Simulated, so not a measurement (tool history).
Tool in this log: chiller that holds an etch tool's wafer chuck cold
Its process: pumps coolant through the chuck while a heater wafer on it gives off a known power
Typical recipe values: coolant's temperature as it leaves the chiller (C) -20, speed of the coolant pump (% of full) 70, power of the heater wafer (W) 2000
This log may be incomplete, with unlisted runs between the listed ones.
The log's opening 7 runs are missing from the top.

| run | hour | coolant's temperature as it leaves the chiller (C) | speed of the coolant pump (% of full) | power of the heater wafer (W) | hours since the coolant was changed and the channels were flushed | hours since the pump was overhauled | hours since the chiller's thermometer was calibrated | chuck's temperature once it has settled (C) | how much warmer the coolant comes back (C) |
|---|---|---|---|---|---|---|---|---|---|
| 8 | 495.7 | -27 | 70 | 2000 | 6412 | 2782 | 2505 | 0.1 | 9.68 |
| 9 | 563.5 | -27 | 70 | 1236 | 6480 | 2850 | 2572 | -10.1 | 5.96 |
| 10 | 643.6 | -27 | 70 | 1999 | 6560 | 2930 | 2652 | 0.1 | 9.62 |
| 11 | 682.8 | -12 | 70 | 2000 | 6600 | 2969 | 2692 | 15.2 | 9.59 |
| 12 | 727.5 | -20 | 70 | 1129 | 6644 | 3014 | 2736 | -4.6 | 5.39 |
| 13 | 778.8 | -20 | 96 | 1129 | 6696 | 3065 | 2788 | -7.4 | 3.86 |
| 14 | 859.3 | -20 | 70 | 1016 | 6776 | 3146 | 2868 | -5.8 | 4.88 |
| 15 | 909.3 | -20 | 70 | 1016 | 6826 | 3196 | 2918 | -6 | 4.88 |
| 16 | 976.9 | -15 | 70 | 2000 | 6894 | 3263 | 2986 | 12.2 | 9.75 |
| 17 | 1060 | -19 | 71 | 1041 | 6977 | 3347 | 3069 | -4.6 | 4.97 |
| 18 | 1127.3 | -19 | 71 | 1440 | 7044 | 3414 | 3136 | 0.8 | 6.89 |
|  | 1195.1 | coolant changed, channels flushed |
| 19 | 1198.3 | -19 | 71 | 1440 | 3 | 3479 | 3201 | -1.2 | 6.84 |
| 20 | 1276 | -20 | 70 | 1308 | 81 | 3557 | 3279 | -3.7 | 6.35 |
| 21 | 1312.8 | -20 | 70 | 1308 | 118 | 3593 | 3316 | -3.6 | 6.37 |
| 22 | 1392.9 | -20 | 70 | 1308 | 198 | 3674 | 3396 | -3.5 | 6.33 |
| 23 | 1458.6 | -20 | 70 | 1308 | 263 | 3739 | 3461 | -3.7 | 6.31 |
| 24 | 1501.8 | -20 | 85 | 2000 | 307 | 3782 | 3505 | 1.7 | 7.92 |
| 25 | 1563.3 | -11 | 93 | 1781 | 368 | 3844 | 3566 | 7.5 | 6.32 |
| 26 | 1635.3 | -22 | 68 | 1507 | 440 | 3916 | 3638 | -2.8 | 7.57 |
|  | 1666.5 | chiller's thermometer calibrated |
| 27 | 1676.9 | -17 | 89 | 1270 | 481 | 3956 | 10 | -3.9 | 4.81 |
| 28 | 1758 | -17 | 89 | 1270 | 562 | 4038 | 92 | -3.9 | 4.75 |
| 29 | 1800.4 | -29 | 83 | 1380 | 604 | 4080 | 134 | -14.1 | 5.62 |
| 30 | 1877.7 | -29 | 88 | 1140 | 682 | 4157 | 211 | -17.1 | 4.34 |
| 31 | 1959.6 | -29 | 66 | 1140 | 764 | 4239 | 293 | -14.3 | 5.99 |

Here are 4 independent what-if runs from the current tool condition. What would each one return?
| A | 2011.6 | -24 | 78 | 1140 | 815 | 4291 | 345 | ? | ? |
| B | 2011.6 | -29 | 74 | 1174 | 815 | 4291 | 345 | ? | ? |
| C | 2011.6 | -14 | 64 | 1140 | 815 | 4291 | 345 | ? | ? |
| D | 2011.6 | -17 | 70 | 1167 | 815 | 4291 | 345 | ? | ? |

| run | chuck's temperature once it has settled (C) | how much warmer the coolant comes back (C) |
|---|---|---|
| A | -11 | 5.01 |
| B | -15 | 5.41 |
| C | 0.9 | 6.12 |
| D | -2.7 | 5.72 |
Had the tool no hidden state, the same runs would have come out as:
| run | chuck's temperature once it has settled (C) | how much warmer the coolant comes back (C) |
|---|---|---|
| A | -11.8 | 4.7 |
| B | -15.9 | 5.07 |
| C | 0 | 5.74 |
| D | -3.6 | 5.37 |

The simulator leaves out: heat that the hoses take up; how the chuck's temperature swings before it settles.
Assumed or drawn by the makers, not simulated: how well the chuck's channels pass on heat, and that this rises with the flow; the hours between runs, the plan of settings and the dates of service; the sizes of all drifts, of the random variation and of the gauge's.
